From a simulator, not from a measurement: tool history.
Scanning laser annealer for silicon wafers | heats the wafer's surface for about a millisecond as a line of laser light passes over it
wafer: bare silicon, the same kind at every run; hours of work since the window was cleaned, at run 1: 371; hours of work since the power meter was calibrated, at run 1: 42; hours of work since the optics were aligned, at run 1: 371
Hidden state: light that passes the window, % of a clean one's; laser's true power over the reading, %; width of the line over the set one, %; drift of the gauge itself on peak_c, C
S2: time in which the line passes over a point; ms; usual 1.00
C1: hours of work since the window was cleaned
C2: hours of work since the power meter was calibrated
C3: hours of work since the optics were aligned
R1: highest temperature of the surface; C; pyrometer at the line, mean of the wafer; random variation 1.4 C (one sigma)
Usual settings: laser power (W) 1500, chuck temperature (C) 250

run 1 hour=0.0 | laser_power_(W)=1500 S2=1.00 chuck_temperature_(C)=250 | C1=371 C2=42 C3=371 | R1=931
run 2 hour=63.3 | laser_power_(W)=1500 S2=1.00 chuck_temperature_(C)=250 | C1=406 C2=77 C3=406 | R1=930
-- hour=99.3 window over the wafer cleaned
run 3 hour=105.5 | laser_power_(W)=1500 S2=1.00 chuck_temperature_(C)=250 | C1=3 C2=100 C3=428 | R1=953
run 4 hour=165.8 | laser_power_(W)=1500 S2=1.00 chuck_temperature_(C)=250 | C1=37 C2=133 C3=461 | R1=951
run 5 hour=215.9 | laser_power_(W)=1500 S2=1.00 chuck_temperature_(C)=250 | C1=65 C2=161 C3=489 | R1=949
run 6 hour=298.3 | laser_power_(W)=1500 S2=1.00 chuck_temperature_(C)=250 | C1=110 C2=206 C3=535 | R1=947
run 7 hour=371.1 | laser_power_(W)=1500 S2=1.00 chuck_temperature_(C)=250 | C1=150 C2=247 C3=575 | R1=942
run 8 hour=450.1 | laser_power_(W)=1500 S2=1.00 chuck_temperature_(C)=250 | C1=194 C2=290 C3=619 | R1=941
run 9 hour=530.6 | laser_power_(W)=1319 S2=1.00 chuck_temperature_(C)=250 | C1=239 C2=335 C3=663 | R1=851
run 10 hour=598.0 | laser_power_(W)=1500 S2=1.00 chuck_temperature_(C)=275 | C1=276 C2=372 C3=700 | R1=960
run 11 hour=662.6 | laser_power_(W)=1500 S2=1.00 chuck_temperature_(C)=250 | C1=312 C2=408 C3=736 | R1=933
run 12 hour=701.8 | laser_power_(W)=1647 S2=1.00 chuck_temperature_(C)=250 | C1=333 C2=430 C3=758 | R1=1001
run 13 hour=775.1 | laser_power_(W)=1647 S2=1.17 chuck_temperature_(C)=250 | C1=374 C2=470 C3=798 | R1=1066
run 14 hour=821.4 | laser_power_(W)=1647 S2=1.17 chuck_temperature_(C)=250 | C1=400 C2=496 C3=824 | R1=1065
-- hour=871.6 window over the wafer cleaned
run 15 hour=893.0 | laser_power_(W)=1373 S2=0.88 chuck_temperature_(C)=250 | C1=12 C2=534 C3=863 | R1=846
run 16 hour=973.2 | laser_power_(W)=1282 S2=0.79 chuck_temperature_(C)=262 | C1=56 C2=579 C3=907 | R1=782
run 17 hour=1015.4 | laser_power_(W)=1529 S2=1.07 chuck_temperature_(C)=254 | C1=80 C2=602 C3=930 | R1=993
run 18 hour=1051.6 | laser_power_(W)=1495 S2=0.91 chuck_temperature_(C)=250 | C1=100 C2=622 C3=950 | R1=909
run 19 hour=1139.6 | laser_power_(W)=1431 S2=0.91 chuck_temperature_(C)=250 | C1=148 C2=671 C3=999 | R1=878
run 20 hour=1212.5 | laser_power_(W)=1571 S2=1.15 chuck_temperature_(C)=227 | C1=189 C2=711 C3=1039 | R1=1012
run 21 hour=1293.1 | laser_power_(W)=1476 S2=1.00 chuck_temperature_(C)=232 | C1=233 C2=756 C3=1084 | R1=910

Measured less the same run without the tool's hidden state. The same run-to-run variation is in both; the gauge's scatter may not be:
run=1 R1=-23
run=2 R1=-26
run=3 R1=-2
run=4 R1=-4
run=5 R1=-6
run=6 R1=-9
run=7 R1=-11
run=8 R1=-15
run=9 R1=-16
run=10 R1=-20
run=11 R1=-23
run=12 R1=-26
run=13 R1=-32
run=14 R1=-34
run=15 R1=-2
run=16 R1=-4
run=17 R1=-8
run=18 R1=-8
run=19 R1=-11
run=20 R1=-16
run=21 R1=-16

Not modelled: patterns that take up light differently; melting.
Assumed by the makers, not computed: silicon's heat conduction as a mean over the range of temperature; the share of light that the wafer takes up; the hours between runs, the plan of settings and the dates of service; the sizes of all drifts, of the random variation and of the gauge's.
